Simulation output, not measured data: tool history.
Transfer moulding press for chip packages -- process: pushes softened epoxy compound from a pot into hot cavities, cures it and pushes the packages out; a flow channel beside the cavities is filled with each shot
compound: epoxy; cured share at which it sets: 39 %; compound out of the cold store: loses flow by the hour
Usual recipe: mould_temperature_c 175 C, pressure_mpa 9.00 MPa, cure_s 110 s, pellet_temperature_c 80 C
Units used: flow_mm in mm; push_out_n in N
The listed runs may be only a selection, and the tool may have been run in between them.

run	hour	mould_temperature_c	pressure_mpa	cure_s	pellet_temperature_c	incoming compound's hours out of the cold store	flow_mm	push_out_n
1	0.0	175	9.00	110	80	15.2	912	191
2	9.9	175	9.00	110	80	17.4	885	216
3	17.3	175	10.41	110	80	40.0	896	208
4	35.2	175	10.41	110	80	46.8	906	232
5	49.9	175	10.41	110	80	41.4	904	252
6	59.7	175	10.41	110	80	30.0	922	255
# hour 64.5: cavities cleaned with cleaning compound and waxed
7	77.9	175	10.41	110	80	46.4	880	195
8	89.6	175	10.41	110	80	27.3	917	219
9	100.1	175	7.45	110	80	27.8	781	221
10	107.8	175	9.00	110	80	47.6	829	238
11	121.2	175	9.00	110	80	45.4	830	247
12	130.6	175	8.92	110	80	18.7	864	262
# hour 138.6: cavities cleaned with cleaning compound and waxed
13	141.8	175	8.92	110	80	11.7	892	180
14	151.3	175	8.92	110	80	46.7	796	188
15	165.5	175	9.00	147	80	22.9	852	196
16	180.3	181	7.23	113	89	29.0	750	217
17	189.3	175	7.73	110	80	37.0	766	244
18	204.3	181	9.00	92	88	8.6	881	251
# hour 213.3: cavities cleaned with cleaning compound and waxed
19	213.6	175	9.00	110	80	41.9	809	176
# hour 217.8: plunger's sealing rings changed
20	227.1	175	9.00	110	80	11.0	973	196
21	243.9	168	7.08	110	80	26.4	839	289
22	259.8	168	7.08	110	80	9.8	881	328
23	269.6	177	9.00	110	73	13.7	960	237
24	285.0	177	9.00	110	73	41.8	899	252
# hour 290.2: cavities cleaned with cleaning compound and waxed
25	302.4	170	9.63	132	85	9.7	1008	187
26	317.7	170	9.63	132	85	44.0	929	206
27	328.6	176	9.00	110	72	31.9	900	220
28	342.3	173	9.00	101	80	16.6	939	292

Below are 4 alternative next runs, each starting from the tool's condition after run 28. Predict each:
A	352.4	171	9.00	113	70	13.6	?	?
B	352.4	173	9.09	101	80	14.2	?	?
C	352.4	177	9.00	110	80	37.2	?	?
D	352.4	173	9.00	110	80	38.0	?	?

run	flow_mm	push_out_n
A	957	298
B	950	288
C	897	239
D	906	258
Had the tool no hidden state, the same runs would have come out as:
run	flow_mm	push_out_n
A	978	201
B	971	189
C	916	160
D	925	171
